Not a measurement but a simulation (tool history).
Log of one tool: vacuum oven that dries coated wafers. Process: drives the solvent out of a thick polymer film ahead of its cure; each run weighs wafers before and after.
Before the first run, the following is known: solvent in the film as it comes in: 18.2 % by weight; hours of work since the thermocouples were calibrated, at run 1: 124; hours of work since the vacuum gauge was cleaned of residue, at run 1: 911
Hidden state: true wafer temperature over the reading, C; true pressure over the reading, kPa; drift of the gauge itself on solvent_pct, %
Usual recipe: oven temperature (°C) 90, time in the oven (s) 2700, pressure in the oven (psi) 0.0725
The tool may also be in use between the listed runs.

run,hour,oven temperature (°C),time in the oven (s),pressure in the oven (psi),hours of work since the thermocouples were calibrated,hours of work since the vacuum gauge was cleaned of residue,solvent left in the film (%)
1,0,90,2700,0.0725,124,911,1.73
2,29.8,90,2700,0.0725,147,934,1.75
3,67.8,90,2700,0.1829,176,964,2.51
4,86.3,90,2700,0.0725,191,978,1.75
5,113.9,89,2700,0.0725,212,999,1.91
6,152.7,89,2700,0.0725,242,1029,1.96
7,176.9,89,2700,0.0725,261,1048,1.92
8,200.4,90,2700,0.2772,279,1066,3.16
9,218.5,90,2700,0.2772,293,1080,3
10,243.4,90,2700,0.1594,313,1100,2.33
11,268.6,90,2700,0.1233,332,1119,2.05
12,293.1,90,2700,0.1233,351,1138,2.19
13,310.1,90,2700,0.1233,364,1151,2.14
14,340,90,2700,0.1233,387,1175,2.09
15,374.2,90,2700,0.1233,414,1201,2.15
16,409.4,90,2700,0.0725,441,1229,1.82
17,435.1,90,2700,0.0725,461,1248,1.79
18,464.6,90,2700,0.0989,484,1271,2.02
19,494.2,90,2700,0.0989,507,1294,1.98
20,518.5,104,3360,0.0989,526,1313,0.52
21,547.2,104,3360,0.0989,548,1335,0.65
22,572.9,96,3360,0.0725,568,1355,0.68
23,594.7,96,3360,0.0725,585,1372,0.7
24,617,96,3360,0.0725,602,1389,0.62
25,655.4,96,3360,0.0725,632,1419,0.65
26,680.3,85,3360,0.2177,651,1438,3.2
27,696.9,85,3360,0.2177,664,1451,3.23
28,732.9,86,4380,0.2091,692,1479,2.32
29,760.3,91,1680,0.0725,713,1501,3.22
30,777.7,86,2700,0.1838,727,1514,3.44
31,817.5,86,2700,0.1838,758,1545,3.32
32,857.5,82,2700,0.0525,789,1576,3.45
33,879,87,2700,0.1202,805,1593,2.64
34,906.4,90,3720,0.1536,827,1614,1.61
35,935.3,101,2220,0.1481,849,1636,1.14
36,975.3,90,1440,0.0725,880,1667,4.23
37,1002.7,77,1800,0.0725,901,1689,7.36
38,1020.4,96,1560,0.1237,915,1702,2.61

Difference, measured minus no-hidden-state, one row per run. Run-to-run variation is common to both terms; the gauge's own scatter need not be:
run,solvent left in the film (%)
1,+0.16
2,+0.16
3,+0.17
4,+0.16
5,+0.16
6,+0.17
7,+0.16
8,+0.16
9,+0.16
10,+0.15
11,+0.15
12,+0.15
13,+0.15
14,+0.15
15,+0.15
16,+0.14
17,+0.14
18,+0.14
19,+0.14
20,+0.09
21,+0.09
22,+0.12
23,+0.12
24,+0.12
25,+0.13
26,+0.15
27,+0.16
28,+0.16
29,+0.09
30,+0.13
31,+0.12
32,+0.13
33,+0.12
34,+0.15
35,+0.09
36,+0.04
37,+0.09
38,+0.06

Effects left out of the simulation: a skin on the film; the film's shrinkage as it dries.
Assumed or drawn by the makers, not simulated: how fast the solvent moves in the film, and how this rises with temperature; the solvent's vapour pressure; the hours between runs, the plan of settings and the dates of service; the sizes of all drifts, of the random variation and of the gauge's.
